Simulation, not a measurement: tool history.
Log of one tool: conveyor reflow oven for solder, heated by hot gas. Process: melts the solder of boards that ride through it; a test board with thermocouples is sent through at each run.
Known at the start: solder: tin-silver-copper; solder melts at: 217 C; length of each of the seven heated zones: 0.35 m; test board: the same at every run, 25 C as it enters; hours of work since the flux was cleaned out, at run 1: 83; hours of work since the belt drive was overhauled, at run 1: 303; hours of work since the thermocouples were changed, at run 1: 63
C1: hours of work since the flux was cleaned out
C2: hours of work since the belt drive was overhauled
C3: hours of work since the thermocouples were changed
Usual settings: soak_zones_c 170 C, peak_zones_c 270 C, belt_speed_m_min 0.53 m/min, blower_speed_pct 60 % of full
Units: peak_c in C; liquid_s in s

{"run": 1, "hour": 0.0, "soak_zones_c": 170, "peak_zones_c": 270, "belt_speed_m_min": 0.53, "blower_speed_pct": 60, "C1": 83, "C2": 303, "C3": 63, "peak_c": 243.9, "liquid_s": 47.6}
{"run": 2, "hour": 8.7, "soak_zones_c": 170, "peak_zones_c": 270, "belt_speed_m_min": 0.614, "blower_speed_pct": 60, "C1": 89, "C2": 309, "C3": 69, "peak_c": 237.4, "liquid_s": 33.1}
{"run": 3, "hour": 18.1, "soak_zones_c": 170, "peak_zones_c": 270, "belt_speed_m_min": 0.53, "blower_speed_pct": 60, "C1": 95, "C2": 315, "C3": 75, "peak_c": 244.5, "liquid_s": 48.3}
{"run": 4, "hour": 28.0, "soak_zones_c": 170, "peak_zones_c": 270, "belt_speed_m_min": 0.53, "blower_speed_pct": 60, "C1": 102, "C2": 322, "C3": 82, "peak_c": 243.9, "liquid_s": 48}
{"run": 5, "hour": 38.2, "soak_zones_c": 170, "peak_zones_c": 259, "belt_speed_m_min": 0.53, "blower_speed_pct": 60, "C1": 109, "C2": 328, "C3": 89, "peak_c": 235.4, "liquid_s": 37.4}
{"run": 6, "hour": 48.7, "soak_zones_c": 177, "peak_zones_c": 270, "belt_speed_m_min": 0.53, "blower_speed_pct": 60, "C1": 116, "C2": 335, "C3": 96, "peak_c": 245.8, "liquid_s": 52.3}
{"run": 7, "hour": 60.7, "soak_zones_c": 170, "peak_zones_c": 270, "belt_speed_m_min": 0.53, "blower_speed_pct": 60, "C1": 124, "C2": 343, "C3": 104, "peak_c": 243.5, "liquid_s": 47.7}
{"run": 8, "hour": 71.2, "soak_zones_c": 170, "peak_zones_c": 270, "belt_speed_m_min": 0.53, "blower_speed_pct": 60, "C1": 131, "C2": 350, "C3": 111, "peak_c": 243.9, "liquid_s": 47.8}
{"run": 9, "hour": 81.9, "soak_zones_c": 173, "peak_zones_c": 270, "belt_speed_m_min": 0.53, "blower_speed_pct": 60, "C1": 138, "C2": 358, "C3": 118, "peak_c": 244.6, "liquid_s": 49.7}
{"run": 10, "hour": 93.6, "soak_zones_c": 173, "peak_zones_c": 270, "belt_speed_m_min": 0.53, "blower_speed_pct": 60, "C1": 146, "C2": 365, "C3": 126, "peak_c": 244.7, "liquid_s": 49.7}
{"run": 11, "hour": 106.0, "soak_zones_c": 173, "peak_zones_c": 270, "belt_speed_m_min": 0.53, "blower_speed_pct": 60, "C1": 154, "C2": 374, "C3": 134, "peak_c": 245, "liquid_s": 50.5}
{"run": 12, "hour": 117.7, "soak_zones_c": 163, "peak_zones_c": 270, "belt_speed_m_min": 0.562, "blower_speed_pct": 60, "C1": 162, "C2": 382, "C3": 142, "peak_c": 239, "liquid_s": 37.8}
{"run": 13, "hour": 125.4, "soak_zones_c": 180, "peak_zones_c": 280, "belt_speed_m_min": 0.635, "blower_speed_pct": 75, "C1": 167, "C2": 387, "C3": 147, "peak_c": 252.9, "liquid_s": 50}
{"run": 14, "hour": 141.8, "soak_zones_c": 158, "peak_zones_c": 260, "belt_speed_m_min": 0.53, "blower_speed_pct": 52, "C1": 178, "C2": 398, "C3": 158, "peak_c": 228.5, "liquid_s": 23.5}
{"run": 15, "hour": 150.6, "soak_zones_c": 170, "peak_zones_c": 270, "belt_speed_m_min": 0.628, "blower_speed_pct": 53, "C1": 184, "C2": 404, "C3": 164, "peak_c": 231.6, "liquid_s": 24.9}
{"run": 16, "hour": 159.6, "soak_zones_c": 156, "peak_zones_c": 270, "belt_speed_m_min": 0.53, "blower_speed_pct": 50, "C1": 190, "C2": 410, "C3": 170, "peak_c": 234.6, "liquid_s": 31.2}
{"run": 17, "hour": 177.2, "soak_zones_c": 156, "peak_zones_c": 270, "belt_speed_m_min": 0.53, "blower_speed_pct": 50, "C1": 202, "C2": 421, "C3": 182, "peak_c": 234.6, "liquid_s": 30.9}
{"run": 18, "hour": 190.5, "soak_zones_c": 170, "peak_zones_c": 270, "belt_speed_m_min": 0.544, "blower_speed_pct": 61, "C1": 211, "C2": 430, "C3": 191, "peak_c": 243.4, "liquid_s": 46}
{"run": 19, "hour": 200.6, "soak_zones_c": 170, "peak_zones_c": 270, "belt_speed_m_min": 0.544, "blower_speed_pct": 61, "C1": 217, "C2": 437, "C3": 197, "peak_c": 243.5, "liquid_s": 46}
{"run": 20, "hour": 209.6, "soak_zones_c": 170, "peak_zones_c": 284, "belt_speed_m_min": 0.53, "blower_speed_pct": 55, "C1": 224, "C2": 443, "C3": 204, "peak_c": 252.7, "liquid_s": 55}
{"run": 21, "hour": 226.9, "soak_zones_c": 170, "peak_zones_c": 270, "belt_speed_m_min": 0.53, "blower_speed_pct": 75, "C1": 235, "C2": 455, "C3": 215, "peak_c": 250.4, "liquid_s": 55.1}
{"run": 22, "hour": 242.7, "soak_zones_c": 170, "peak_zones_c": 270, "belt_speed_m_min": 0.53, "blower_speed_pct": 75, "C1": 246, "C2": 465, "C3": 226, "peak_c": 250.1, "liquid_s": 55.3}

3 ways to go on from here, each from the tool as it stands after run 22. What would each give?
{"run": "A", "hour": 258.8, "soak_zones_c": 184, "peak_zones_c": 270, "belt_speed_m_min": 0.53, "blower_speed_pct": 69, "C1": 256, "C2": 476, "C3": 236, "peak_c": "?", "liquid_s": "?"}
{"run": "B", "hour": 258.8, "soak_zones_c": 157, "peak_zones_c": 263, "belt_speed_m_min": 0.53, "blower_speed_pct": 67, "C1": 256, "C2": 476, "C3": 236, "peak_c": "?", "liquid_s": "?"}
{"run": "C", "hour": 258.8, "soak_zones_c": 170, "peak_zones_c": 275, "belt_speed_m_min": 0.53, "blower_speed_pct": 75, "C1": 256, "C2": 476, "C3": 236, "peak_c": "?", "liquid_s": "?"}

run=A peak_c=250.9 liquid_s=61.1
run=B peak_c=238.5 liquid_s=38.3
run=C peak_c=254.5 liquid_s=58.3
Without the tool's hidden state the same runs would have given:
run=A peak_c=251 liquid_s=61.1
run=B peak_c=238.5 liquid_s=38.3
run=C peak_c=254.5 liquid_s=58.3

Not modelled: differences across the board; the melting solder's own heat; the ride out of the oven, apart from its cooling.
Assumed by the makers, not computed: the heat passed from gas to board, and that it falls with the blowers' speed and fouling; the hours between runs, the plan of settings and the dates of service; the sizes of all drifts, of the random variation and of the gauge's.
